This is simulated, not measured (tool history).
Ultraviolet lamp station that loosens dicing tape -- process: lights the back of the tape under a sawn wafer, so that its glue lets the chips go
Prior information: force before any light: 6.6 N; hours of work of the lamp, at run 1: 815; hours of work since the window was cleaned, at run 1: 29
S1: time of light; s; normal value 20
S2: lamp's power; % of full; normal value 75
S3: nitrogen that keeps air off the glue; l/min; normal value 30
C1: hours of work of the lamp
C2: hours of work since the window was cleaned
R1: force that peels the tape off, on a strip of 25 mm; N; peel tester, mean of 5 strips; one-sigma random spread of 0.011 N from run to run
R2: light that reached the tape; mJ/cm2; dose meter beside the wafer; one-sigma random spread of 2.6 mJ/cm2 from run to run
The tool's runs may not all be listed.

Run 1, hour 0.0: usual settings; C1 815; C2 29. Result: R1 0.643 N, R2 279 mJ/cm2.
Run 2, hour 17.8: usual settings but S3 52 l/min; C1 825; C2 40. Result: R1 0.453 N, R2 279 mJ/cm2.
Run 3, hour 40.6: usual settings; C1 839; C2 53. Result: R1 0.653 N, R2 275 mJ/cm2.
Run 4, hour 68.2: usual settings; C1 855; C2 69. Result: R1 0.676 N, R2 274 mJ/cm2.
Run 5, hour 105.0: usual settings; C1 876; C2 91. Result: R1 0.642 N, R2 272 mJ/cm2.
Run 6, hour 139.4: usual settings; C1 897; C2 111. Result: R1 0.707 N, R2 267 mJ/cm2.
Run 7, hour 173.1: usual settings; C1 916; C2 131. Result: R1 0.689 N, R2 264 mJ/cm2.

The next listed run, before its measurement:
Run 8, hour 205.3: usual settings; C1 935; C2 150. Result: R1 ?, R2 ?.

{"run 8": {"R1": 0.686, "R2": 267}}
With no hidden state in the tool, this same run would have given R1 0.478 N, R2 327 mJ/cm2.
